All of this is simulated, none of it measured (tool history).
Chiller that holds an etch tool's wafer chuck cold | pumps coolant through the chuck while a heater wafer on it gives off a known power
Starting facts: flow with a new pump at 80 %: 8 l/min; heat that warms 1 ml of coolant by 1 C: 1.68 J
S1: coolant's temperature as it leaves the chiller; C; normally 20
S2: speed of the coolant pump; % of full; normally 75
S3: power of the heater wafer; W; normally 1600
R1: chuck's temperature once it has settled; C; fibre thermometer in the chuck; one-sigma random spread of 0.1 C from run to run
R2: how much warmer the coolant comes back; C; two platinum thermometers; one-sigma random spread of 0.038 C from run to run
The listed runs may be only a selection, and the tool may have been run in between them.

{"run": 1, "day": 0.0, "S1": 20, "S2": 75, "S3": 1600, "R1": 35.6, "R2": 7.7}
{"run": 2, "day": 0.783, "S1": 20, "S2": 75, "S3": 1600, "R1": 35.7, "R2": 7.63}
{"run": 3, "day": 2.412, "S1": 20, "S2": 75, "S3": 1600, "R1": 35.5, "R2": 7.68}
{"run": 4, "day": 3.246, "S1": 20, "S2": 75, "S3": 1600, "R1": 35.7, "R2": 7.63}
{"day": 3.525, "done": "coolant pump overhauled"}
{"run": 5, "day": 4.858, "S1": 20, "S2": 75, "S3": 1266, "R1": 32.4, "R2": 6.04}
{"run": 6, "day": 5.642, "S1": 20, "S2": 75, "S3": 1266, "R1": 32.3, "R2": 6.05}
{"run": 7, "day": 6.746, "S1": 20, "S2": 75, "S3": 1266, "R1": 32.3, "R2": 6.08}
{"run": 8, "day": 8.108, "S1": 20, "S2": 68, "S3": 2277, "R1": 44.1, "R2": 12.02}
{"run": 9, "day": 9.779, "S1": 20, "S2": 68, "S3": 2277, "R1": 44.1, "R2": 11.98}
{"run": 10, "day": 10.679, "S1": 18, "S2": 75, "S3": 2174, "R1": 39.3, "R2": 10.43}
{"run": 11, "day": 11.854, "S1": 28, "S2": 65, "S3": 1661, "R1": 46.1, "R2": 9.28}

Consider 4 possible next runs. They are alternatives, not a sequence: every one starts from the tool as it was left by run 11. What does each give?
{"day": 12.2, "done": "coolant pump overhauled, once more"}
{"run": "A", "day": 12.983, "S1": 11, "S2": 74, "S3": 1600, "R1": "?", "R2": "?"}
{"day": 12.2, "done": "coolant pump overhauled, once more"}
{"run": "B", "day": 12.983, "S1": 16, "S2": 79, "S3": 961, "R1": "?", "R2": "?"}
{"day": 12.2, "done": "coolant pump overhauled, once more"}
{"run": "C", "day": 12.983, "S1": 29, "S2": 70, "S3": 1661, "R1": "?", "R2": "?"}
{"day": 12.2, "done": "coolant pump overhauled, once more"}
{"run": "D", "day": 12.983, "S1": 20, "S2": 95, "S3": 1600, "R1": "?", "R2": "?"}

run=A R1=26.7 R2=7.74
run=B R1=25.1 R2=4.25
run=C R1=45.8 R2=8.39
run=D R1=33.4 R2=5.92
Take away the tool's hidden state, keep each run's random variation, and the runs would have read:
run=A R1=26.9 R2=7.76
run=B R1=25.3 R2=4.26
run=C R1=46.0 R2=8.41
run=D R1=33.6 R2=5.94

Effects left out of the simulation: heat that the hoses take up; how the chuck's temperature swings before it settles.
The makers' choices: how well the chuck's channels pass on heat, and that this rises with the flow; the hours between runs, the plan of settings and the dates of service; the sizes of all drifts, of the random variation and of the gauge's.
